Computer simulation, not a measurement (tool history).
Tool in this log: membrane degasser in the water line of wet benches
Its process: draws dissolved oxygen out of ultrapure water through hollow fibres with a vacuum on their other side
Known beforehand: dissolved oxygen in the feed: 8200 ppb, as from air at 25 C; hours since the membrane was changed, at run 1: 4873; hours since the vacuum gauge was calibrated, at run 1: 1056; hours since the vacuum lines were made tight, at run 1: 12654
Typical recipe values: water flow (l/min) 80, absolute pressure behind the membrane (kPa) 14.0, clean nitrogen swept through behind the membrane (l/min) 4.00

run	hour	water flow (l/min)	absolute pressure behind the membrane (kPa)	clean nitrogen swept through behind the membrane (l/min)	hours since the membrane was changed	hours since the vacuum gauge was calibrated	hours since the vacuum lines were made tight	dissolved oxygen in the water behind the degasser (ppb)	pressure that the water loses in the fibres (kPa)
1	0.0	80	14.0	4.00	4873	1056	12654	463.2	51.07
2	87.6	80	14.0	4.00	4960	1143	12742	462.2	50.58
3	145.5	80	14.0	4.00	5018	1201	12800	463.8	50.42
4	223.9	80	14.0	4.00	5097	1280	12878	464.1	50.50
5	280.0	80	20.5	4.00	5153	1336	12934	715.9	50.78
6	353.6	80	20.5	4.00	5226	1409	13008	716.3	50.65
7	418.4	80	14.0	7.26	5291	1474	13073	275.8	50.61
8	469.4	89	11.3	7.78	5342	1525	13124	219.3	56.20
9	552.7	128	18.6	4.86	5425	1608	13207	836.3	81.22
# hour 558.3: vacuum gauge calibrated
10	607.5	128	24.6	4.12	5480	49	13261	1251.6	81.57
11	687.0	128	24.6	4.12	5559	129	13341	1253.3	81.03
12	739.8	128	24.6	4.12	5612	181	13394	1254.3	81.58
13	855.1	59	24.6	4.12	5727	297	13509	659.2	37.50
# hour 863.6: vacuum gauge calibrated, once more
14	951.1	99	32.8	4.00	5823	88	13604	1371.7	62.53

Per-run results on a tool with no hidden state, each run keeping its own random variation:
Unlogged tool condition in this case: membrane still open, %; true pressure behind the membrane over the reading, kPa; air that leaks in behind the membrane, l/min; drift of the gauge itself on oxygen_ppb, %; drift of the gauge itself on loss_of_pressure_kpa, %.
run	dissolved oxygen in the water behind the degasser (ppb)	pressure that the water loses in the fibres (kPa)
1	460.0	49.53
2	458.8	49.02
3	460.2	48.84
4	460.3	48.90
5	711.7	49.16
6	711.9	49.00
7	272.8	48.95
8	215.9	54.33
9	826.6	78.48
10	1239.9	78.79
11	1241.4	78.22
12	1242.2	78.73
13	653.2	36.16
14	1366.7	60.25

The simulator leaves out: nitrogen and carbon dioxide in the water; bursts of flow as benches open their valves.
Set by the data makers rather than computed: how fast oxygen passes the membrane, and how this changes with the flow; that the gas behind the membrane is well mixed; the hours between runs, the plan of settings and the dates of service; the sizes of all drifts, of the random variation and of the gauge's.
